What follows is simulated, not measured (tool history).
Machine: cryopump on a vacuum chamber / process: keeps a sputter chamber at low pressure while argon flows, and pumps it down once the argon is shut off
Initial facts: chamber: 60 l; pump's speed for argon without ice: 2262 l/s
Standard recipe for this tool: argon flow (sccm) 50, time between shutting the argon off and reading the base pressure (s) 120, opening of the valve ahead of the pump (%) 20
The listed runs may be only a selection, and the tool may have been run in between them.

run	day	argon flow (sccm)	time between shutting the argon off and reading the base pressure (s)	opening of the valve ahead of the pump (%)	pressure while argon flows (Pa)	pressure after the wait (uPa)
1	0.000	50	120	20	0.1901	0.91
2	0.967	50	178	20	0.1909	0.88
3	2.246	50	178	20	0.1904	0.89
4	2.800	50	120	20	0.1909	0.95
5	3.325	50	120	51	0.0773	1.01
6	4.250	50	120	51	0.0774	1.02
7	5.408	50	120	51	0.0771	1.01
8	6.475	50	114	51	0.0775	1.03
9	7.075	50	114	51	0.0778	1.04
10	7.704	47	120	20	0.1801	1.05
11	8.929	46	120	20	0.1764	1.11
12	9.854	46	120	20	0.1765	1.15
13	10.738	46	120	20	0.1767	1.12
14	11.267	46	120	20	0.1765	1.14
15	11.829	29	120	20	0.1109	1.17
16	13.075	29	120	20	0.1118	1.16

What will run 17 give?
17	13.979	29	120	20	?	?

{"run 17": {"pressure while argon flows (Pa)": 0.1113, "pressure after the wait (uPa)": 1.17}}
The same run, on a tool lacking any hidden state, would have yielded pressure while argon flows (Pa) 0.1081, pressure after the wait (uPa) 0.25.
